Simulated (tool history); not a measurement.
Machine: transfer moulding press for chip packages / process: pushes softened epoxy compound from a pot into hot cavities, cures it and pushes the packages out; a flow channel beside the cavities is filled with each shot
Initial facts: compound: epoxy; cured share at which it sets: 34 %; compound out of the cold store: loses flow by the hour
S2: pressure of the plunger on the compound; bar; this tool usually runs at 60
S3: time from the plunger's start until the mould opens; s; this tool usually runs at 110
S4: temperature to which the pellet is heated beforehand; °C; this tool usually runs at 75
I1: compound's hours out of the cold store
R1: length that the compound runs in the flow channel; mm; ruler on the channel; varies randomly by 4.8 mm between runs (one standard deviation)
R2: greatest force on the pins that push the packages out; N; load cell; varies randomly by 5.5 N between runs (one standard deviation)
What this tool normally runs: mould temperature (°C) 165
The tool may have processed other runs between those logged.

{"run": 1, "hour": 0.0, "mould temperature (°C)": 165, "S2": 60, "S3": 110, "S4": 75, "I1": 34.2, "R1": 545, "R2": 202}
{"run": 2, "hour": 39.4, "mould temperature (°C)": 165, "S2": 60, "S3": 110, "S4": 75, "I1": 35.8, "R1": 540, "R2": 242}
{"hour": 49.2, "done": "mould's thermocouples calibrated"}
{"run": 3, "hour": 61.5, "mould temperature (°C)": 165, "S2": 60, "S3": 110, "S4": 75, "I1": 25.6, "R1": 558, "R2": 273}
{"hour": 79.2, "done": "cavities cleaned with cleaning compound and waxed"}
{"run": 4, "hour": 94.4, "mould temperature (°C)": 163, "S2": 60, "S3": 110, "S4": 75, "I1": 14.1, "R1": 581, "R2": 354}
{"run": 5, "hour": 122.0, "mould temperature (°C)": 165, "S2": 54.9, "S3": 110, "S4": 75, "I1": 21.3, "R1": 543, "R2": 330}
{"run": 6, "hour": 162.1, "mould temperature (°C)": 165, "S2": 54.9, "S3": 110, "S4": 75, "I1": 10.3, "R1": 555, "R2": 337}
{"hour": 176.4, "done": "cavities cleaned with cleaning compound and waxed"}
{"run": 7, "hour": 196.0, "mould temperature (°C)": 165, "S2": 60, "S3": 142, "S4": 75, "I1": 44.8, "R1": 515, "R2": 182}
{"run": 8, "hour": 222.0, "mould temperature (°C)": 167, "S2": 60, "S3": 110, "S4": 75, "I1": 46.5, "R1": 517, "R2": 228}
{"run": 9, "hour": 245.1, "mould temperature (°C)": 165, "S2": 60, "S3": 110, "S4": 75, "I1": 20.8, "R1": 552, "R2": 269}
{"hour": 272.3, "done": "cavities cleaned with cleaning compound and waxed"}
{"run": 10, "hour": 288.5, "mould temperature (°C)": 165, "S2": 60, "S3": 110, "S4": 75, "I1": 33.5, "R1": 528, "R2": 211}
{"run": 11, "hour": 320.9, "mould temperature (°C)": 165, "S2": 60, "S3": 110, "S4": 75, "I1": 22.4, "R1": 562, "R2": 243}
{"hour": 326.9, "done": "cavities cleaned with cleaning compound and waxed, once more"}
{"run": 12, "hour": 343.2, "mould temperature (°C)": 165, "S2": 60, "S3": 110, "S4": 75, "I1": 19.1, "R1": 558, "R2": 209}
{"run": 13, "hour": 365.6, "mould temperature (°C)": 165, "S2": 60, "S3": 110, "S4": 75, "I1": 36.4, "R1": 535, "R2": 242}
{"run": 14, "hour": 397.8, "mould temperature (°C)": 165, "S2": 60, "S3": 110, "S4": 71, "I1": 19.6, "R1": 549, "R2": 273}
{"hour": 422.7, "done": "cavities cleaned with cleaning compound and waxed"}
{"run": 15, "hour": 422.7, "mould temperature (°C)": 165, "S2": 55, "S3": 134, "S4": 80, "I1": 10.4, "R1": 542, "R2": 156}
{"hour": 428.3, "done": "plunger's sealing rings changed"}
{"run": 16, "hour": 466.9, "mould temperature (°C)": 165, "S2": 55, "S3": 134, "S4": 80, "I1": 28.8, "R1": 546, "R2": 205}
{"run": 17, "hour": 490.6, "mould temperature (°C)": 160, "S2": 55, "S3": 133, "S4": 80, "I1": 41.7, "R1": 534, "R2": 253}
{"run": 18, "hour": 512.7, "mould temperature (°C)": 160, "S2": 55, "S3": 133, "S4": 80, "I1": 42, "R1": 533, "R2": 263}
{"hour": 522.8, "done": "cavities cleaned with cleaning compound and waxed"}
{"run": 19, "hour": 543.8, "mould temperature (°C)": 159, "S2": 60, "S3": 101, "S4": 82, "I1": 43.5, "R1": 542, "R2": 373}
{"run": 20, "hour": 567.0, "mould temperature (°C)": 159, "S2": 45.7, "S3": 112, "S4": 81, "I1": 18.2, "R1": 518, "R2": 347}
{"run": 21, "hour": 586.5, "mould temperature (°C)": 162, "S2": 55.1, "S3": 127, "S4": 75, "I1": 44, "R1": 522, "R2": 248}
{"hour": 619.4, "done": "cavities cleaned with cleaning compound and waxed"}
{"run": 22, "hour": 629.2, "mould temperature (°C)": 162, "S2": 55.1, "S3": 127, "S4": 75, "I1": 45.4, "R1": 509, "R2": 201}
{"run": 23, "hour": 656.8, "mould temperature (°C)": 165, "S2": 61.4, "S3": 110, "S4": 73, "I1": 13.7, "R1": 581, "R2": 248}
{"run": 24, "hour": 682.6, "mould temperature (°C)": 162, "S2": 59.3, "S3": 111, "S4": 74, "I1": 23.8, "R1": 562, "R2": 301}
{"run": 25, "hour": 702.7, "mould temperature (°C)": 165, "S2": 62.9, "S3": 97, "S4": 75, "I1": 12.5, "R1": 598, "R2": 348}
{"hour": 716.0, "done": "cavities cleaned with cleaning compound and waxed"}
{"run": 26, "hour": 723.0, "mould temperature (°C)": 165, "S2": 62.9, "S3": 97, "S4": 75, "I1": 11.9, "R1": 597, "R2": 247}
{"run": 27, "hour": 741.2, "mould temperature (°C)": 163, "S2": 53.4, "S3": 148, "S4": 69, "I1": 36.8, "R1": 511, "R2": 190}
{"run": 28, "hour": 762.6, "mould temperature (°C)": 168, "S2": 60, "S3": 110, "S4": 74, "I1": 15.1, "R1": 568, "R2": 223}

Same runs, no hidden state in the tool, same run-to-run variation:
What the log doesn't record here: true mould temperature over the reading, C; pressure that reaches the compound, % of what is set; grip of the stained cavities, % over clean ones'; drift of the gauge itself on flow_mm, %; drift of the gauge itself on push_out_n, %.
run=1 R1=560 R2=187
run=2 R1=558 R2=185
run=3 R1=574 R2=184
run=4 R1=599 R2=207
run=5 R1=562 R2=194
run=6 R1=577 R2=191
run=7 R1=537 R2=155
run=8 R1=540 R2=171
run=9 R1=579 R2=185
run=10 R1=556 R2=185
run=11 R1=593 R2=180
run=12 R1=590 R2=184
run=13 R1=567 R2=190
run=14 R1=584 R2=191
run=15 R1=577 R2=154
run=16 R1=550 R2=156
run=17 R1=540 R2=178
run=18 R1=539 R2=178
run=19 R1=550 R2=331
run=20 R1=527 R2=272
run=21 R1=532 R2=177
run=22 R1=520 R2=184
run=23 R1=596 R2=196
run=24 R1=578 R2=217
run=25 R1=616 R2=238
run=26 R1=617 R2=244
run=27 R1=528 R2=158
run=28 R1=589 R2=168

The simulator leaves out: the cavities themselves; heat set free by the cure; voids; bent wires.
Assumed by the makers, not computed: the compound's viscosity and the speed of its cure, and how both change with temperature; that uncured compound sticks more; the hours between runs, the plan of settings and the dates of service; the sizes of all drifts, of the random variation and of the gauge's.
